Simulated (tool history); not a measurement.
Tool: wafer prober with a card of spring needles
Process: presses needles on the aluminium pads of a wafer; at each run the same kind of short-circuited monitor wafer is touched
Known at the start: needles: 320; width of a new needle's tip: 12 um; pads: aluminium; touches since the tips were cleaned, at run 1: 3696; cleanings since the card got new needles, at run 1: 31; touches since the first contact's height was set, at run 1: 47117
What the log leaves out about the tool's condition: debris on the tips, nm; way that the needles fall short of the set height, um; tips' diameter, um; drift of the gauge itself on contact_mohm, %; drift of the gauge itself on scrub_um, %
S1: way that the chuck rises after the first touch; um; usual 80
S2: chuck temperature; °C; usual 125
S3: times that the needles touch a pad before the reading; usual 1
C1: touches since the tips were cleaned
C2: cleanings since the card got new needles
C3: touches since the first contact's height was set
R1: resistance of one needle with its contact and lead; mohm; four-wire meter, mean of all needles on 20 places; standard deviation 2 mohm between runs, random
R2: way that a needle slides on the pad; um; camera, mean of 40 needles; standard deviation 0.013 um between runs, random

run 1 hour=0 | S1=80 S2=125 S3=1 | C1=3696 C2=31 C3=47117 | R1=224 R2=10.98
-- hour=4.6 tips cleaned on abrasive film
run 2 hour=15.8 | S1=80 S2=125 S3=1 | C1=3946 C2=32 C3=52672 | R1=229 R2=10.98
-- hour=19.9 tips cleaned on abrasive film
run 3 hour=28 | S1=72 S2=125 S3=1 | C1=2890 C2=33 C3=56962 | R1=229 R2=9.87
-- hour=34.6 tips cleaned on abrasive film
run 4 hour=39.9 | S1=80 S2=108 S3=1 | C1=1886 C2=34 C3=61127 | R1=217 R2=10.98
-- hour=49.1 tips cleaned on abrasive film
run 5 hour=53.1 | S1=80 S2=125 S3=1 | C1=1398 C2=35 C3=65750 | R1=221 R2=10.98
-- hour=63.8 tips cleaned on abrasive film
-- hour=66.1 height of the first contact set anew
run 6 hour=69.6 | S1=80 S2=125 S3=1 | C1=1951 C2=36 C3=1251 | R1=222 R2=11.05
-- hour=78.6 tips cleaned on abrasive film
run 7 hour=81.2 | S1=87 S2=125 S3=1 | C1=893 C2=37 C3=5304 | R1=220 R2=12.01
run 8 hour=91 | S1=92 S2=125 S3=1 | C1=4384 C2=37 C3=8795 | R1=226 R2=12.68
-- hour=93.5 tips cleaned on abrasive film
run 9 hour=106.8 | S1=73 S2=125 S3=1 | C1=4707 C2=38 C3=14345 | R1=229 R2=10.06
-- hour=108.2 tips cleaned on abrasive film
run 10 hour=115.5 | S1=80 S2=125 S3=3 | C1=2581 C2=39 C3=17377 | R1=217 R2=11.02
-- hour=123.3 tips cleaned on abrasive film
run 11 hour=129.8 | S1=80 S2=125 S3=3 | C1=2326 C2=40 C3=22412 | R1=219 R2=11.04
-- hour=138.7 tips cleaned on abrasive film
run 12 hour=139.7 | S1=80 S2=125 S3=1 | C1=361 C2=41 C3=25857 | R1=220 R2=11.03
run 13 hour=150.2 | S1=80 S2=125 S3=1 | C1=4065 C2=41 C3=29561 | R1=225 R2=11.02
-- hour=153.7 tips cleaned on abrasive film
run 14 hour=157 | S1=80 S2=125 S3=1 | C1=1166 C2=42 C3=31960 | R1=221 R2=11
-- hour=168.5 tips cleaned on abrasive film
run 15 hour=171 | S1=66 S2=125 S3=1 | C1=883 C2=43 C3=36855 | R1=225 R2=9.06
-- hour=183.5 tips cleaned on abrasive film
run 16 hour=185.5 | S1=80 S2=57 S3=1 | C1=713 C2=44 C3=41953 | R1=207 R2=10.98
run 17 hour=197.1 | S1=88 S2=125 S3=1 | C1=4819 C2=44 C3=46059 | R1=231 R2=12.09
-- hour=198.8 tips cleaned on abrasive film
run 18 hour=208.3 | S1=80 S2=55 S3=1 | C1=3366 C2=45 C3=49975 | R1=213 R2=10.97
-- hour=213.9 tips cleaned on abrasive film
run 19 hour=219.9 | S1=80 S2=55 S3=1 | C1=2122 C2=46 C3=54058 | R1=211 R2=10.99
-- hour=228.5 tips cleaned on abrasive film
run 20 hour=236.6 | S1=94 S2=125 S3=1 | C1=2850 C2=47 C3=59918 | R1=222 R2=12.87
-- hour=243.2 tips cleaned on abrasive film
run 21 hour=250.7 | S1=70 S2=42 S3=2 | C1=2646 C2=48 C3=64877 | R1=208 R2=9.57
-- hour=258.4 tips cleaned on abrasive film
run 22 hour=261.1 | S1=79 S2=42 S3=2 | C1=947 C2=49 C3=68527 | R1=202 R2=10.81
-- hour=266.4 height of the first contact set anew
-- hour=274 tips cleaned on abrasive film
run 23 hour=277.6 | S1=80 S2=125 S3=1 | C1=1284 C2=50 C3=3948 | R1=220 R2=11.03
run 24 hour=286.5 | S1=80 S2=125 S3=1 | C1=4434 C2=50 C3=7098 | R1=229 R2=11.03
-- hour=289.1 tips cleaned on abrasive film
run 25 hour=293.5 | S1=86 S2=106 S3=3 | C1=1545 C2=51 C3=9522 | R1=213 R2=11.86
-- hour=303.7 tips cleaned on abrasive film
run 26 hour=309.9 | S1=86 S2=106 S3=2 | C1=2200 C2=52 C3=15287 | R1=214 R2=11.88
run 27 hour=316.7 | S1=86 S2=106 S3=2 | C1=4618 C2=52 C3=17705 | R1=217 R2=11.84
-- hour=318.8 tips cleaned on abrasive film
run 28 hour=325 | S1=63 S2=32 S3=1 | C1=2176 C2=53 C3=20584 | R1=211 R2=8.67
run 29 hour=332.2 | S1=97 S2=125 S3=1 | C1=4746 C2=53 C3=23154 | R1=225 R2=13.36
-- hour=333.6 tips cleaned on abrasive film
run 30 hour=339.9 | S1=97 S2=125 S3=1 | C1=2236 C2=54 C3=25821 | R1=227 R2=13.35
-- hour=349.4 tips cleaned on abrasive film
run 31 hour=354.5 | S1=97 S2=47 S3=2 | C1=1793 C2=55 C3=30946 | R1=200 R2=13.38
-- hour=365.1 tips cleaned on abrasive film
run 32 hour=370.9 | S1=77 S2=78 S3=2 | C1=2078 C2=56 C3=36733 | R1=213 R2=10.57

4 options for the next run, each taken on its own from the tool as it stands now. Forecast them:
-- hour=380.3 tips cleaned on abrasive film
run A hour=381.1 | S1=65 S2=62 S3=1 | C1=312 C2=57 C3=40304 | R1=? R2=?
-- hour=380.3 tips cleaned on abrasive film
run B hour=381.1 | S1=84 S2=57 S3=1 | C1=312 C2=57 C3=40304 | R1=? R2=?
-- hour=380.3 tips cleaned on abrasive film
run C hour=381.1 | S1=80 S2=125 S3=2 | C1=312 C2=57 C3=40304 | R1=? R2=?
-- hour=380.3 tips cleaned on abrasive film
run D hour=381.1 | S1=92 S2=51 S3=1 | C1=312 C2=57 C3=40304 | R1=? R2=?

run=A R1=208 R2=8.91
run=B R1=202 R2=11.53
run=C R1=218 R2=10.99
run=D R1=205 R2=12.67
Take away the tool's hidden state, keep each run's random variation, and the runs would have read:
run=A R1=203 R2=8.97
run=B R1=200 R2=11.59
run=C R1=217 R2=11.05
run=D R1=203 R2=12.74
